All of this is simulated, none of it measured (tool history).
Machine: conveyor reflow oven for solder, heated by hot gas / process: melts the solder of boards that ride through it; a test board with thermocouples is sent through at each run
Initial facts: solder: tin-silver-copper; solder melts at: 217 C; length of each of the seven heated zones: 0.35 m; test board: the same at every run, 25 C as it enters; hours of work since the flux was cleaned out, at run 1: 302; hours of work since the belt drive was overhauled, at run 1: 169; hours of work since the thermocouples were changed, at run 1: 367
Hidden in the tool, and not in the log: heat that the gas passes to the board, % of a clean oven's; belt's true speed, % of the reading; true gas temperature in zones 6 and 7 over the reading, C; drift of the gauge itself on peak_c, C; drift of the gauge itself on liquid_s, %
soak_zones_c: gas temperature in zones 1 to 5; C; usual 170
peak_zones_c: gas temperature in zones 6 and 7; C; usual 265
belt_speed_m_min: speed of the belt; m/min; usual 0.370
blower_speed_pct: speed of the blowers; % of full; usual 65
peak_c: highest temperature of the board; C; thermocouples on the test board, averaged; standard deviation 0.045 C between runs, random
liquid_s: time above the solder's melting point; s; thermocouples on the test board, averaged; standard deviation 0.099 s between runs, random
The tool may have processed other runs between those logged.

| run | hour | soak_zones_c | peak_zones_c | belt_speed_m_min | blower_speed_pct | hours of work since the flux was cleaned out | hours of work since the belt drive was overhauled | hours of work since the thermocouples were changed | peak_c | liquid_s |
|---|---|---|---|---|---|---|---|---|---|---|
| 1 | 0.0 | 170 | 265 | 0.370 | 65 | 302 | 169 | 367 | 254.55 | 87.87 |
| 2 | 9.4 | 170 | 265 | 0.370 | 65 | 307 | 173 | 372 | 254.49 | 87.87 |
| 3 | 15.9 | 170 | 265 | 0.370 | 65 | 310 | 176 | 375 | 254.49 | 87.67 |
| 4 | 28.6 | 170 | 265 | 0.370 | 65 | 316 | 183 | 381 | 254.51 | 87.90 |
| 5 | 38.3 | 170 | 265 | 0.370 | 65 | 321 | 187 | 386 | 254.51 | 87.85 |
| 6 | 49.9 | 170 | 265 | 0.370 | 65 | 327 | 193 | 391 | 254.46 | 87.98 |
| 7 | 65.0 | 170 | 265 | 0.370 | 65 | 334 | 200 | 399 | 254.55 | 87.94 |
| 8 | 79.8 | 162 | 265 | 0.370 | 79 | 341 | 207 | 406 | 255.58 | 86.34 |
| 9 | 94.5 | 166 | 254 | 0.370 | 79 | 348 | 215 | 413 | 245.75 | 78.23 |
| 10 | 103.3 | 166 | 254 | 0.370 | 79 | 352 | 219 | 417 | 245.69 | 78.16 |
| 11 | 118.7 | 166 | 254 | 0.370 | 79 | 360 | 226 | 425 | 245.65 | 78.08 |

Selected run-to-run steps in peak_c, each split into two signed amounts: the part the tool would show with no hidden state at all (from settings, incoming material and random variation), and the remainder, which goes to the hidden state together with any gauge scatter not common to the measured and the hidden-state-free results:
Run 7 -> 8: soak_zones_c 170 -> 162, blower_speed_pct 65 -> 79. peak_c +1.03 C: hidden state -0.17, all else +1.20.
Run 8 -> 9: soak_zones_c 162 -> 166, peak_zones_c 265 -> 254. peak_c -9.83 C: hidden state +0.12, all else -9.95.

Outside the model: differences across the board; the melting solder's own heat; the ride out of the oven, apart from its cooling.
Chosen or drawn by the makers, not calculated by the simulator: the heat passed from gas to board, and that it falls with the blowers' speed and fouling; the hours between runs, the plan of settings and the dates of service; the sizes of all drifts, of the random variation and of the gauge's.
